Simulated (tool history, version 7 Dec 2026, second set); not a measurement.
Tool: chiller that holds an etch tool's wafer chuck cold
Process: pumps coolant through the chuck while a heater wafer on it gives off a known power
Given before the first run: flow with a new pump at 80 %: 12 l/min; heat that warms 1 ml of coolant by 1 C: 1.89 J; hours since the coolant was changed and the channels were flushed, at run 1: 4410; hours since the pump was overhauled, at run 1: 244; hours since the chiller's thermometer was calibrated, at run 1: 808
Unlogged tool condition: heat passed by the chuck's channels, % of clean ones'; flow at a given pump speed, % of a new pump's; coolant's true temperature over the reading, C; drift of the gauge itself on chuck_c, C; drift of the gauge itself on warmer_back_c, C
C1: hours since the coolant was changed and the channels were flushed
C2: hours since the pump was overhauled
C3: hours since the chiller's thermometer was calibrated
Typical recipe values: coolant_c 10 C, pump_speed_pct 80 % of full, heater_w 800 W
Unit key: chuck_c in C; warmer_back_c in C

run 1 hour=0 | coolant_c=10 pump_speed_pct=80 heater_w=800 | C1=4410 C2=244 C3=808 | chuck_c=17.6 warmer_back_c=2.14
run 2 hour=49 | coolant_c=10 pump_speed_pct=80 heater_w=800 | C1=4459 C2=294 C3=857 | chuck_c=17.8 warmer_back_c=2.12
run 3 hour=91.9 | coolant_c=10 pump_speed_pct=80 heater_w=800 | C1=4502 C2=336 C3=900 | chuck_c=17.6 warmer_back_c=2.1
run 4 hour=124.3 | coolant_c=10 pump_speed_pct=80 heater_w=800 | C1=4534 C2=369 C3=932 | chuck_c=17.8 warmer_back_c=2.13
run 5 hour=165.8 | coolant_c=10 pump_speed_pct=80 heater_w=800 | C1=4575 C2=410 C3=974 | chuck_c=17.9 warmer_back_c=2.09
run 6 hour=223.5 | coolant_c=10 pump_speed_pct=80 heater_w=800 | C1=4633 C2=468 C3=1031 | chuck_c=17.6 warmer_back_c=2.16
run 7 hour=258.9 | coolant_c=10 pump_speed_pct=80 heater_w=800 | C1=4669 C2=503 C3=1067 | chuck_c=17.7 warmer_back_c=2.17
run 8 hour=286.2 | coolant_c=10 pump_speed_pct=80 heater_w=800 | C1=4696 C2=531 C3=1094 | chuck_c=17.8 warmer_back_c=2.14
run 9 hour=342.1 | coolant_c=10 pump_speed_pct=80 heater_w=800 | C1=4752 C2=587 C3=1150 | chuck_c=17.8 warmer_back_c=2.09
run 10 hour=378.3 | coolant_c=10 pump_speed_pct=80 heater_w=800 | C1=4788 C2=623 C3=1186 | chuck_c=17.8 warmer_back_c=2.18
run 11 hour=407.7 | coolant_c=10 pump_speed_pct=80 heater_w=800 | C1=4817 C2=652 C3=1216 | chuck_c=17.8 warmer_back_c=2.16
run 12 hour=463.5 | coolant_c=10 pump_speed_pct=80 heater_w=800 | C1=4873 C2=708 C3=1271 | chuck_c=18.1 warmer_back_c=2.17
run 13 hour=511.1 | coolant_c=10 pump_speed_pct=80 heater_w=800 | C1=4921 C2=756 C3=1319 | chuck_c=18 warmer_back_c=2.16
run 14 hour=552.2 | coolant_c=10 pump_speed_pct=80 heater_w=851 | C1=4962 C2=797 C3=1360 | chuck_c=18.3 warmer_back_c=2.26
run 15 hour=590.3 | coolant_c=10 pump_speed_pct=80 heater_w=851 | C1=5000 C2=835 C3=1398 | chuck_c=18.5 warmer_back_c=2.32
run 16 hour=620.6 | coolant_c=2 pump_speed_pct=77 heater_w=715 | C1=5030 C2=865 C3=1429 | chuck_c=9.3 warmer_back_c=1.96
run 17 hour=655.1 | coolant_c=3 pump_speed_pct=64 heater_w=978 | C1=5065 C2=900 C3=1463 | chuck_c=14.9 warmer_back_c=3.38
run 18 hour=711.8 | coolant_c=17 pump_speed_pct=80 heater_w=800 | C1=5121 C2=956 C3=1520 | chuck_c=25.1 warmer_back_c=2.16
run 19 hour=763.2 | coolant_c=17 pump_speed_pct=80 heater_w=800 | C1=5173 C2=1008 C3=1571 | chuck_c=24.9 warmer_back_c=2.13
run 20 hour=789.8 | coolant_c=5 pump_speed_pct=93 heater_w=409 | C1=5199 C2=1034 C3=1598 | chuck_c=8.5 warmer_back_c=0.98
run 21 hour=828.9 | coolant_c=11 pump_speed_pct=65 heater_w=416 | C1=5239 C2=1073 C3=1637 | chuck_c=16.1 warmer_back_c=1.41
run 22 hour=854.7 | coolant_c=14 pump_speed_pct=79 heater_w=778 | C1=5264 C2=1099 C3=1663 | chuck_c=21.8 warmer_back_c=2.2
run 23 hour=898.1 | coolant_c=16 pump_speed_pct=91 heater_w=705 | C1=5308 C2=1143 C3=1706 | chuck_c=22.3 warmer_back_c=1.63

Branching from run 23: 3 alternative next runs. What would each branch give?
run A hour=924.8 | coolant_c=11 pump_speed_pct=64 heater_w=452 | C1=5334 C2=1169 C3=1733 | chuck_c=? warmer_back_c=?
run B hour=924.8 | coolant_c=13 pump_speed_pct=75 heater_w=810 | C1=5334 C2=1169 C3=1733 | chuck_c=? warmer_back_c=?
run C hour=924.8 | coolant_c=1 pump_speed_pct=91 heater_w=760 | C1=5334 C2=1169 C3=1733 | chuck_c=? warmer_back_c=?

run=A chuck_c=16.6 warmer_back_c=1.59
run=B chuck_c=21.6 warmer_back_c=2.34
run=C chuck_c=7.7 warmer_back_c=1.8
With the hidden condition removed and each run's random variation left untouched, the same runs would have given:
run=A chuck_c=15.7 warmer_back_c=1.55
run=B chuck_c=20.2 warmer_back_c=2.27
run=C chuck_c=6.6 warmer_back_c=1.75
